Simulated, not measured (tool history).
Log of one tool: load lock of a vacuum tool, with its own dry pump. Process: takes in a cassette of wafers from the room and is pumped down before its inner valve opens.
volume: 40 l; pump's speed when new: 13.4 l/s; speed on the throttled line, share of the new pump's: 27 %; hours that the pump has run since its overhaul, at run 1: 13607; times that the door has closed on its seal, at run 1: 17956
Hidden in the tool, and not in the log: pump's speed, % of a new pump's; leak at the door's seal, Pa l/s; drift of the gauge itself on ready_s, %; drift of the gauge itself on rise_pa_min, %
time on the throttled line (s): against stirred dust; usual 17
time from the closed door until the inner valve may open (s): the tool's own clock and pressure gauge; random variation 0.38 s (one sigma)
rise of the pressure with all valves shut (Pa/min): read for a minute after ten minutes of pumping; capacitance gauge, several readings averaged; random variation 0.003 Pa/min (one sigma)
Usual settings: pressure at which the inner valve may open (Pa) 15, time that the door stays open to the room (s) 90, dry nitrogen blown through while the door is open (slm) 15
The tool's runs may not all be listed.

run     hour  time on the throttled line (s)  pressure at which the inner valve may open (Pa)  time that the door stays open to the room (s)  dry nitrogen blown through while the door is open (slm)  hours that the pump has run since its overhaul  times that the door has closed on its seal  incoming humidity of the room's air, %  time from the closed door until the inner valve may open (s)  rise of the pressure with all valves shut (Pa/min)
  1        0                              17                                               15                                             90                                                       15                                           13607                                       17956                                    44.2                                                          40.4                                               0.093
  2    159.5                              17                                               15                                             90                                                       15                                           13766                                       18406                                    41.8                                                          40.9                                               0.099
  3    478.6                              17                                               15                                             90                                                       15                                           14086                                       19307                                    45.3                                                          41.1                                               0.107
  4      849                              17                                               15                                             90                                                       15                                           14456                                       20352                                    42.4                                                          41.3                                               0.117
  5   1150.5                              17                                               15                                             90                                                       15                                           14757                                       21203                                    43.5                                                          41.5                                               0.118
  6   1495.7                              17                                               15                                             90                                                       15                                           15103                                       22177                                    44.9                                                          40.5                                               0.125
  7   1786.5                              17                                               15                                            100                                                       15                                           15393                                       22998                                    46.1                                                          41.2                                               0.135
  8   2177.9                              17                                               19                                             90                                                       15                                           15785                                       24103                                    44.7                                                          40.1                                               0.139
  9   2431.4                              17                                               19                                             90                                                       15                                           16038                                       24818                                    42.2                                                          39.8                                               0.139
 10   2610.7                              17                                               15                                             90                                                       15                                           16218                                       25324                                    45.7                                                          41.6                                               0.147
 11   2986.2                              17                                               15                                             90                                                       15                                           16593                                       26384                                    44.4                                                            42                                               0.152
 12   3146.9                              17                                               15                                             90                                                       15                                           16754                                       26838                                    47.8                                                          41.3                                               0.158
 13   3328.1                              17                                               15                                             90                                                       15                                           16935                                       27349                                    47.8                                                          41.3                                               0.163
 14   3537.7                              17                                               15                                             90                                                       15                                           17145                                       27941                                    45.8                                                          41.6                                               0.167
 15   3826.5                              17                                               15                                             90                                                       15                                           17433                                       28756                                      45                                                          42.4                                                0.17
 16   4070.8                              17                                               15                                             90                                                       20                                           17678                                       29445                                    43.6                                                            41                                               0.166
 17   4357.7                              17                                               15                                             90                                                        5                                           17965                                       30255                                      44                                                          41.7                                               0.189
 18   4688.2                              17                                               15                                             90                                                        5                                           18295                                       31188                                    43.3                                                          41.6                                                0.19
      4838.8  -- door's seal changed, seat wiped
 19   5032.7                              17                                               15                                             90                                                       15                                           18638                                         547                                    45.4                                                          41.6                                               0.046
 20   5400.4                              17                                               15                                             90                                                       15                                           19006                                        1585                                    44.3                                                          41.4                                                0.04
 21   5629.8                               9                                               15                                             60                                                       15                                           19235                                        2232                                    41.7                                                          35.9                                               0.034
 22   5910.8                              30                                               15                                            139                                                       15                                           19516                                        3025                                    44.4                                                          50.9                                               0.058
 23   6292.1                              17                                               15                                             27                                                        8                                           19897                                        4101                                    41.5                                                          41.9                                               0.031
 24   6549.2                              17                                               15                                            112                                                       15                                           20155                                        4827                                    48.7                                                          41.9                                               0.061
      6630.7  -- dry pump taken out, an overhauled one fitted
 25     6818                              18                                               15                                            112                                                        5                                             187                                        5569                                    46.7                                                          39.4                                               0.076
 26   7200.5                              17                                               15                                             51                                                       16                                             570                                        6649                                    47.1                                                          39.2                                               0.041
 27   7496.2                              17                                               15                                             51                                                       20                                             866                                        7483                                    44.5                                                          38.9                                                0.04
 28   7861.8                              15                                               15                                             90                                                        8                                            1231                                        8515                                    46.1                                                          37.6                                               0.069
 29   8041.5                              17                                               15                                             42                                                       15                                            1411                                        9022                                    47.4                                                          38.8                                               0.056
 30     8408                              17                                               18                                             90                                                        7                                            1777                                       10057                                    45.5                                                          38.3                                               0.075
 31     8794                              24                                               15                                             90                                                       15                                            2163                                       11146                                    45.6                                                          44.7                                               0.069
 32   9178.1                              15                                               15                                             90                                                       11                                            2547                                       12230                                    44.4                                                          37.5                                                0.08
 33   9486.4                              15                                               15                                             90                                                       11                                            2856                                       13100                                    45.3                                                          38.5                                                0.08
 34   9863.1                              17                                               15                                             90                                                        4                                            3232                                       14164                                    42.8                                                          39.2                                               0.091
 35  10092.2                              17                                               15                                             58                                                        8                                            3462                                       14810                                    47.1                                                          38.8                                               0.083
 36  10325.5                              20                                               13                                             79                                                        8                                            3695                                       15469                                    46.9                                                          42.4                                               0.094
 37    10545                              14                                               13                                             79                                                       18                                            3914                                       16088                                    45.2                                                          37.3                                               0.091
 38  10830.3                               9                                               19                                             28                                                       15                                            4200                                       16894                                    45.5                                                          32.7                                               0.076

Forecast each of these 3 alternatives for the next run:
  A  11057.6                              17                                               25                                            166                                                       40                                            4427                                       17535                                    45.1                                                             ?                                                   ?
  B  11057.6                              27                                               23                                             28                                                       15                                            4427                                       17535                                    42.8                                                             ?                                                   ?
  C  11057.6                               9                                               10                                             28                                                       34                                            4427                                       17535                                    45.3                                                             ?                                                   ?

run  time from the closed door until the inner valve may open (s)  rise of the pressure with all valves shut (Pa/min)
  A                                                          37.5                                               0.094
  B                                                          45.4                                                0.08
  C                                                          34.8                                               0.079
Without the tool's hidden state the same runs would have given:
run  time from the closed door until the inner valve may open (s)  rise of the pressure with all valves shut (Pa/min)
  A                                                            37                                               0.036
  B                                                          44.9                                               0.022
  C                                                          34.1                                               0.021

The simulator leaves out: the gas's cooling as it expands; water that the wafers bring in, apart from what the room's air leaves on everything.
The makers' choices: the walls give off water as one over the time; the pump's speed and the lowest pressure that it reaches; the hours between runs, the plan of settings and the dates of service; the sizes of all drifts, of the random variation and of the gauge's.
